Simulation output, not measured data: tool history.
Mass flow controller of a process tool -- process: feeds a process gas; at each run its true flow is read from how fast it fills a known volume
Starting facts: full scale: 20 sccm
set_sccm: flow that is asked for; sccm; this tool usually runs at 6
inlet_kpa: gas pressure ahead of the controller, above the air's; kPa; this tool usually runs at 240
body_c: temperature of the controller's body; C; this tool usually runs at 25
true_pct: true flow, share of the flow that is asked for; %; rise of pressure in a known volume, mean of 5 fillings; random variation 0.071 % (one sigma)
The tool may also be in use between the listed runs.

run,day,set_sccm,inlet_kpa,body_c,true_pct
1,0.000,6,240,25,99.59
2,15.342,6,240,25,99.73
3,40.250,6,192,25,99.70
# day 46.071: controller exchanged for a calibrated one
4,57.304,6,192,25,99.64
5,77.308,6,192,25,100.01
6,98.275,6,240,25,100.29
7,108.825,6,240,25,100.55
8,127.429,6,240,25,100.59
9,146.383,15,209,25,101.05
10,171.262,15,209,25,101.32
11,186.550,5,146,37,101.08
12,204.038,11,146,22,100.73
13,216.279,3,240,25,101.22
14,233.433,5,170,20,100.69
15,246.825,3,279,27,101.85
16,267.525,6,240,32,102.26

5 options for the next run, each taken on its own from the tool as it stands now. Forecast them:
A,284.975,7,151,24,?
B,284.975,6,166,25,?
C,284.975,17,167,25,?
D,284.975,14,230,26,?
E,284.975,6,226,25,?

run,true_pct
A,101.43
B,101.50
C,102.04
D,102.29
E,101.95
With the hidden condition removed and each run's random variation left untouched, the same runs would have given:
run,true_pct
A,99.04
B,99.11
C,99.63
D,99.87
E,99.55
